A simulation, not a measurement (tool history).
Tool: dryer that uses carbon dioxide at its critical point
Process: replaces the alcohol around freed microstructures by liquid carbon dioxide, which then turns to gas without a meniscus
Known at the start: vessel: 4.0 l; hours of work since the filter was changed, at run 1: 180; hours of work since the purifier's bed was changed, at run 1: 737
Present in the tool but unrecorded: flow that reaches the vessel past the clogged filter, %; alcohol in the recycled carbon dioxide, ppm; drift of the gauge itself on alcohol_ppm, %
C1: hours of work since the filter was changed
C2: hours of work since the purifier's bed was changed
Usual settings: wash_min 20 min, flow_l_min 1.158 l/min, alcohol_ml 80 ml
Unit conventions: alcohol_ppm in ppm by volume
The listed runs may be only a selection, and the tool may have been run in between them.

{"run": 1, "hour": 0.0, "wash_min": 20, "flow_l_min": 1.158, "alcohol_ml": 80, "C1": 180, "C2": 737, "alcohol_ppm": 390}
{"run": 2, "hour": 34.7, "wash_min": 20, "flow_l_min": 1.158, "alcohol_ml": 80, "C1": 199, "C2": 756, "alcohol_ppm": 393}
{"run": 3, "hour": 51.0, "wash_min": 20, "flow_l_min": 1.158, "alcohol_ml": 80, "C1": 208, "C2": 765, "alcohol_ppm": 435}
{"hour": 77.9, "done": "inlet filter changed"}
{"run": 4, "hour": 83.9, "wash_min": 20, "flow_l_min": 1.158, "alcohol_ml": 80, "C1": 3, "C2": 783, "alcohol_ppm": 278}
{"run": 5, "hour": 118.1, "wash_min": 20, "flow_l_min": 1.158, "alcohol_ml": 80, "C1": 22, "C2": 801, "alcohol_ppm": 280}
{"run": 6, "hour": 145.8, "wash_min": 20, "flow_l_min": 1.158, "alcohol_ml": 80, "C1": 37, "C2": 817, "alcohol_ppm": 289}
{"run": 7, "hour": 161.3, "wash_min": 20, "flow_l_min": 1.158, "alcohol_ml": 80, "C1": 46, "C2": 825, "alcohol_ppm": 293}
{"hour": 186.6, "done": "purifier's bed changed"}
{"run": 8, "hour": 194.1, "wash_min": 20, "flow_l_min": 1.158, "alcohol_ml": 80, "C1": 62, "C2": 4, "alcohol_ppm": 151}
{"run": 9, "hour": 227.6, "wash_min": 20, "flow_l_min": 1.158, "alcohol_ml": 80, "C1": 80, "C2": 22, "alcohol_ppm": 163}
{"run": 10, "hour": 261.8, "wash_min": 20, "flow_l_min": 1.158, "alcohol_ml": 80, "C1": 99, "C2": 41, "alcohol_ppm": 189}
{"run": 11, "hour": 277.1, "wash_min": 20, "flow_l_min": 1.158, "alcohol_ml": 80, "C1": 107, "C2": 50, "alcohol_ppm": 195}
{"run": 12, "hour": 296.1, "wash_min": 19, "flow_l_min": 1.158, "alcohol_ml": 80, "C1": 118, "C2": 60, "alcohol_ppm": 257}
{"run": 13, "hour": 321.2, "wash_min": 19, "flow_l_min": 1.158, "alcohol_ml": 80, "C1": 131, "C2": 74, "alcohol_ppm": 267}
{"run": 14, "hour": 355.6, "wash_min": 20, "flow_l_min": 1.158, "alcohol_ml": 34, "C1": 150, "C2": 92, "alcohol_ppm": 110}
{"run": 15, "hour": 375.2, "wash_min": 20, "flow_l_min": 1.71, "alcohol_ml": 80, "C1": 161, "C2": 103, "alcohol_ppm": 48}
{"run": 16, "hour": 401.6, "wash_min": 20, "flow_l_min": 1.71, "alcohol_ml": 80, "C1": 175, "C2": 118, "alcohol_ppm": 52}
{"run": 17, "hour": 435.6, "wash_min": 20, "flow_l_min": 1.158, "alcohol_ml": 25, "C1": 194, "C2": 136, "alcohol_ppm": 113}
{"run": 18, "hour": 462.4, "wash_min": 20, "flow_l_min": 1.158, "alcohol_ml": 80, "C1": 209, "C2": 151, "alcohol_ppm": 293}
{"run": 19, "hour": 476.6, "wash_min": 21, "flow_l_min": 1.158, "alcohol_ml": 80, "C1": 216, "C2": 159, "alcohol_ppm": 264}
{"hour": 486.7, "done": "inlet filter changed"}
{"run": 20, "hour": 496.1, "wash_min": 21, "flow_l_min": 1.158, "alcohol_ml": 80, "C1": 5, "C2": 169, "alcohol_ppm": 141}
{"run": 21, "hour": 527.0, "wash_min": 20, "flow_l_min": 1.158, "alcohol_ml": 80, "C1": 22, "C2": 186, "alcohol_ppm": 161}
{"run": 22, "hour": 545.5, "wash_min": 20, "flow_l_min": 1.158, "alcohol_ml": 80, "C1": 32, "C2": 196, "alcohol_ppm": 182}
{"run": 23, "hour": 579.6, "wash_min": 20, "flow_l_min": 1.158, "alcohol_ml": 80, "C1": 51, "C2": 214, "alcohol_ppm": 185}
{"run": 24, "hour": 600.0, "wash_min": 20, "flow_l_min": 1.158, "alcohol_ml": 80, "C1": 62, "C2": 226, "alcohol_ppm": 196}
{"run": 25, "hour": 614.4, "wash_min": 20, "flow_l_min": 1.158, "alcohol_ml": 80, "C1": 70, "C2": 233, "alcohol_ppm": 197}
{"run": 26, "hour": 631.9, "wash_min": 20, "flow_l_min": 1.158, "alcohol_ml": 80, "C1": 79, "C2": 243, "alcohol_ppm": 219}
{"run": 27, "hour": 650.2, "wash_min": 13, "flow_l_min": 1.75, "alcohol_ml": 113, "C1": 89, "C2": 253, "alcohol_ppm": 318}
{"run": 28, "hour": 682.1, "wash_min": 20, "flow_l_min": 1.48, "alcohol_ml": 58, "C1": 107, "C2": 271, "alcohol_ppm": 100}
{"run": 29, "hour": 710.8, "wash_min": 20, "flow_l_min": 1.48, "alcohol_ml": 80, "C1": 123, "C2": 286, "alcohol_ppm": 111}
{"run": 30, "hour": 733.2, "wash_min": 21, "flow_l_min": 1.05, "alcohol_ml": 80, "C1": 135, "C2": 298, "alcohol_ppm": 319}
{"run": 31, "hour": 749.6, "wash_min": 24, "flow_l_min": 1.56, "alcohol_ml": 80, "C1": 144, "C2": 307, "alcohol_ppm": 74}
{"run": 32, "hour": 775.8, "wash_min": 24, "flow_l_min": 1.56, "alcohol_ml": 80, "C1": 158, "C2": 322, "alcohol_ppm": 79}
{"run": 33, "hour": 790.6, "wash_min": 20, "flow_l_min": 1.33, "alcohol_ml": 80, "C1": 166, "C2": 330, "alcohol_ppm": 187}
{"run": 34, "hour": 825.3, "wash_min": 20, "flow_l_min": 1.33, "alcohol_ml": 80, "C1": 185, "C2": 349, "alcohol_ppm": 200}
{"run": 35, "hour": 846.3, "wash_min": 31, "flow_l_min": 0.73, "alcohol_ml": 31, "C1": 197, "C2": 360, "alcohol_ppm": 185}
{"run": 36, "hour": 860.4, "wash_min": 31, "flow_l_min": 0.73, "alcohol_ml": 31, "C1": 204, "C2": 368, "alcohol_ppm": 186}
{"hour": 892.1, "done": "inlet filter changed"}
{"run": 37, "hour": 894.4, "wash_min": 20, "flow_l_min": 1.5, "alcohol_ml": 79, "C1": 1, "C2": 386, "alcohol_ppm": 111}
{"run": 38, "hour": 919.0, "wash_min": 22, "flow_l_min": 1.14, "alcohol_ml": 62, "C1": 15, "C2": 400, "alcohol_ppm": 147}
{"run": 39, "hour": 951.0, "wash_min": 22, "flow_l_min": 1.14, "alcohol_ml": 62, "C1": 32, "C2": 417, "alcohol_ppm": 158}
{"run": 40, "hour": 985.2, "wash_min": 22, "flow_l_min": 1.14, "alcohol_ml": 62, "C1": 51, "C2": 436, "alcohol_ppm": 167}
{"run": 41, "hour": 1000.7, "wash_min": 22, "flow_l_min": 1.14, "alcohol_ml": 62, "C1": 59, "C2": 444, "alcohol_ppm": 164}
{"run": 42, "hour": 1021.9, "wash_min": 21, "flow_l_min": 1.74, "alcohol_ml": 25, "C1": 71, "C2": 456, "alcohol_ppm": 90}
{"run": 43, "hour": 1052.2, "wash_min": 19, "flow_l_min": 1.74, "alcohol_ml": 95, "C1": 88, "C2": 472, "alcohol_ppm": 130}
{"run": 44, "hour": 1071.6, "wash_min": 19, "flow_l_min": 1.74, "alcohol_ml": 95, "C1": 98, "C2": 483, "alcohol_ppm": 133}
{"run": 45, "hour": 1088.4, "wash_min": 20, "flow_l_min": 1.03, "alcohol_ml": 80, "C1": 107, "C2": 492, "alcohol_ppm": 410}
{"run": 46, "hour": 1106.4, "wash_min": 20, "flow_l_min": 1.03, "alcohol_ml": 80, "C1": 117, "C2": 502, "alcohol_ppm": 417}
{"run": 47, "hour": 1130.4, "wash_min": 27, "flow_l_min": 1.03, "alcohol_ml": 80, "C1": 130, "C2": 515, "alcohol_ppm": 181}

For some of the steps in alcohol_ppm from one run to the next: how much would appear even if the tool had no hidden state, given the settings, what came in and random variation, and how much remains for the hidden state plus any gauge scatter that the measured result and the result without hidden state don't share?
Run 3 -> 4: inlet filter changed. alcohol_ppm -157 ppm by volume: hidden state -152, all else -5.
Run 7 -> 8: purifier's bed changed. alcohol_ppm -142 ppm by volume: hidden state -142, all else +0.
Run 19 -> 20: inlet filter changed. alcohol_ppm -123 ppm by volume: hidden state -126, all else +3.
Run 30 -> 31: wash_min 21 -> 24, flow_l_min 1.05 -> 1.56. alcohol_ppm -245 ppm by volume: hidden state -89, all else -156.
Run 44 -> 45: wash_min 19 -> 20, flow_l_min 1.74 -> 1.03, alcohol_ml 95 -> 80. alcohol_ppm +277 ppm by volume: hidden state +84, all else +193.
Run 46 -> 47: wash_min 20 -> 27. alcohol_ppm -236 ppm by volume: hidden state -69, all else -167.
